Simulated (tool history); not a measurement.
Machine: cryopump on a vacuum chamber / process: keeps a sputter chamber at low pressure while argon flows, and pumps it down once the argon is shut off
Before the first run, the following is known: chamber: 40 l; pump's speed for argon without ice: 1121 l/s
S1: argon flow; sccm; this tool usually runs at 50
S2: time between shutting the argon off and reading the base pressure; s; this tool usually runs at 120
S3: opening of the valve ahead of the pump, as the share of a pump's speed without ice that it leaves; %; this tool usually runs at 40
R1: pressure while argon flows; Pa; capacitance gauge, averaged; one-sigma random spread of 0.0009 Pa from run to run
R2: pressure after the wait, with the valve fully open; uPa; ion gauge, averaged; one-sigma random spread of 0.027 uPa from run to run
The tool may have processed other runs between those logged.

Run 1, hour 0: usual settings. Result: R1 0.1971 Pa, R2 1.82 uPa.
Run 2, hour 68: usual settings. Result: R1 0.1973 Pa, R2 1.86 uPa.
Run 3, hour 116.8: usual settings but S1 45 sccm. Result: R1 0.1772 Pa, R2 1.84 uPa.
Run 4, hour 181.2: usual settings but S1 26 sccm. Result: R1 0.1025 Pa, R2 1.83 uPa.
Run 5, hour 220.1: usual settings but S1 26 sccm. Result: R1 0.1028 Pa, R2 1.88 uPa.
Run 6, hour 284.9: usual settings but S2 237 s. Result: R1 0.2 Pa, R2 1.46 uPa.
Run 7, hour 353.6: usual settings but S2 237 s. Result: R1 0.1998 Pa, R2 1.44 uPa.
Run 8, hour 388.1: usual settings but S2 237 s. Result: R1 0.1999 Pa, R2 1.46 uPa.
At hour 457.4: leaking fittings of the chamber tightened, without venting.
Run 9, hour 457.4: usual settings but S2 113 s. Result: R1 0.2021 Pa, R2 1.31 uPa.
Run 10, hour 501.1: usual settings but S1 59 sccm, S2 113 s. Result: R1 0.2355 Pa, R2 1.27 uPa.
Run 11, hour 552.8: usual settings but S1 59 sccm, S2 113 s. Result: R1 0.2368 Pa, R2 1.3 uPa.
Run 12, hour 620: usual settings but S3 57 %. Result: R1 0.1456 Pa, R2 1.27 uPa.
Run 13, hour 665.7: usual settings but S2 158 s, S3 57 %. Result: R1 0.1451 Pa, R2 1 uPa.
Run 14, hour 722.4: usual settings. Result: R1 0.202 Pa, R2 1.29 uPa.
Run 15, hour 762.3: usual settings. Result: R1 0.2046 Pa, R2 1.27 uPa.
Run 16, hour 810.7: usual settings but S2 136 s. Result: R1 0.2005 Pa, R2 1.15 uPa.
Run 17, hour 841.4: usual settings but S2 136 s. Result: R1 0.2034 Pa, R2 1.17 uPa.
Run 18, hour 887.4: usual settings but S1 37 sccm, S2 151 s, S3 50 %. Result: R1 0.1236 Pa, R2 1.14 uPa.
Run 19, hour 930.5: usual settings but S1 38 sccm, S2 151 s, S3 55 %. Result: R1 0.1169 Pa, R2 1.11 uPa.
Run 20, hour 980.1: usual settings but S1 38 sccm, S2 151 s, S3 55 %. Result: R1 0.1163 Pa, R2 1.1 uPa.
Run 21, hour 1022.8: usual settings but S1 38 sccm, S2 151 s, S3 55 %. Result: R1 0.1176 Pa, R2 1.14 uPa.
At hour 1039.6: pump warmed up, emptied and cooled again.
Run 22, hour 1079.3: usual settings but S1 38 sccm, S2 151 s, S3 55 %. Result: R1 0.1054 Pa, R2 1.05 uPa.
Run 23, hour 1135.5: usual settings but S1 38 sccm, S2 151 s, S3 55 %. Result: R1 0.1066 Pa, R2 1.05 uPa.
Run 24, hour 1186.7: usual settings but S1 38 sccm, S2 151 s, S3 55 %. Result: R1 0.1065 Pa, R2 1.06 uPa.
Run 25, hour 1252.8: usual settings but S1 38 sccm, S2 151 s, S3 55 %. Result: R1 0.107 Pa, R2 1.09 uPa.
Run 26, hour 1284.8: usual settings but S1 39 sccm, S2 32 s, S3 55 %. Result: R1 0.1088 Pa, R2 3.92 uPa.
Run 27, hour 1337.9: usual settings but S1 28 sccm, S2 23 s, S3 24 %. Result: R1 0.178 Pa, R2 5.18 uPa.
Run 28, hour 1397.1: usual settings but S1 28 sccm, S2 23 s, S3 24 %. Result: R1 0.1785 Pa, R2 5.08 uPa.
Run 29, hour 1441.6: usual settings but S1 77 sccm, S2 24 s, S3 59 %. Result: R1 0.2031 Pa, R2 4.99 uPa.
Run 30, hour 1485.8: usual settings but S1 67 sccm, S2 31 s. Result: R1 0.2573 Pa, R2 3.9 uPa.
Run 31, hour 1541.9: usual settings but S1 67 sccm, S2 31 s. Result: R1 0.2599 Pa, R2 3.93 uPa.
Run 32, hour 1580.4: usual settings but S2 47 s. Result: R1 0.1932 Pa, R2 2.73 uPa.
Run 33, hour 1636.4: usual settings but S1 46 sccm, S2 47 s, S3 38 %. Result: R1 0.1882 Pa, R2 2.76 uPa.

Forecast each of these 5 alternatives for the next run:
Run A, hour 1674.8: usual settings but S3 25 %. Result: R1 ?, R2 ?.
Run B, hour 1674.8: usual settings but S1 46 sccm, S2 142 s, S3 41 %. Result: R1 ?, R2 ?.
Run C, hour 1674.8: usual settings but S1 52 sccm. Result: R1 ?, R2 ?.
Run D, hour 1674.8: usual settings but S1 63 sccm, S2 76 s, S3 38 %. Result: R1 ?, R2 ?.
Run E, hour 1674.8: usual settings but S2 212 s, S3 25 %. Result: R1 ?, R2 ?.

run      R1    R2
  A  0.3109  1.26
  B  0.1754  1.15
  C  0.2017  1.28
  D   0.256  1.83
  E  0.3066  0.89
Had the tool no hidden state, the same runs would have come out as:
run      R1    R2
  A  0.3053  1.14
  B  0.1703  1.02
  C   0.196  1.16
  D   0.249   1.7
  E  0.3011  0.76
